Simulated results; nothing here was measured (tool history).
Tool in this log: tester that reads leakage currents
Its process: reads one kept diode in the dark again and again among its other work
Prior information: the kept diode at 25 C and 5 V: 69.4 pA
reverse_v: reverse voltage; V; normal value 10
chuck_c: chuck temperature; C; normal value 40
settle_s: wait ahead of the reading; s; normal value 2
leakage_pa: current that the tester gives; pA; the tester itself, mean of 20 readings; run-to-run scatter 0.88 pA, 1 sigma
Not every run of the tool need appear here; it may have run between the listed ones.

run,hour,reverse_v,chuck_c,settle_s,leakage_pa
1,0,10,40,2,308.35
2,179.2,10,54,2,824.66
3,346.6,10,40,2,310.06
4,553.9,10,40,2,314.79
5,674.7,14.7,40,2,367.71
6,836.1,14.7,34,2,239.54
7,949.8,14.7,34,2,240.88
8,1034.6,14.7,34,2,241.6
9,1188.5,14.7,34,2,244.22
10,1326.9,14.7,37,2,304.8
11,1480.1,14.7,28,2,161.08
12,1564.7,1.1,28,2,54.1
13,1714.3,10,40,5.53,324.44
14,1815.3,10,40,5.53,325.12
15,2015,10,40,6.79,327.78
16,2178.9,10,40,6.79,329.9
17,2299.1,2.2,40,6.79,178.49
# hour 2368.4: chuck's temperature calibrated
18,2491.1,6.6,40,2,291.09
19,2617.9,10,40,2,346.44
# hour 2696.2: chuck's temperature calibrated, once more
20,2721.2,10,40,2,302.08
21,2922.4,6.5,37,5.98,203.07
22,3128.1,1.2,34,2,81.68
23,3322.8,1.2,34,2,81.94
24,3527.2,2.6,40,2,175.3
25,3692.7,6.8,55,3.47,727.01
26,3852.8,18,25,0.45,156.61
27,3953.9,10,40,0.58,316.37
28,4045.3,3.8,26,1.14,76.1
29,4145.6,1.4,45,9.42,197.01
30,4254.5,1.4,45,9.42,198.07
31,4391.6,1.4,45,9.42,199.31
32,4495.9,1.4,45,9.42,198.94
33,4588.1,1.4,45,9.42,199.84
34,4731.9,5.6,50,1,499.11
35,4876.8,10,53,2,776.18
# hour 4909.3: probe card cleaned and baked
36,5062.3,10,53,2,753.36
37,5242.5,3,29,7.87,81.49
38,5428.2,4.9,47,6.52,380.63
39,5552.4,4.9,47,6.52,378.28

Had the tool no unlogged condition, and each run kept its random variation, what would the results have been?
Hidden conditions of the tool in this case: stray current of the dirty probe card, pA a volt; current scale over the true one, %; true chuck temperature over the reading, C; drift of the gauge itself on leakage_pa, %.
run,leakage_pa
1,293.34
2,787.01
3,291.48
4,293.78
5,340.4
6,217.33
7,217.45
8,217.26
9,218.08
10,273.24
11,137.67
12,48.89
13,291.13
14,290.79
15,291.25
16,291.54
17,160.44
18,248.23
19,292.01
20,294.38
21,196.91
22,80.77
23,80.58
24,171.47
25,715.82
26,123.75
27,296.11
28,68.25
29,192.47
30,193.02
31,193.63
32,192.82
33,193.31
34,477.39
35,737.19
36,733.64
37,78.13
38,366.73
39,363.36

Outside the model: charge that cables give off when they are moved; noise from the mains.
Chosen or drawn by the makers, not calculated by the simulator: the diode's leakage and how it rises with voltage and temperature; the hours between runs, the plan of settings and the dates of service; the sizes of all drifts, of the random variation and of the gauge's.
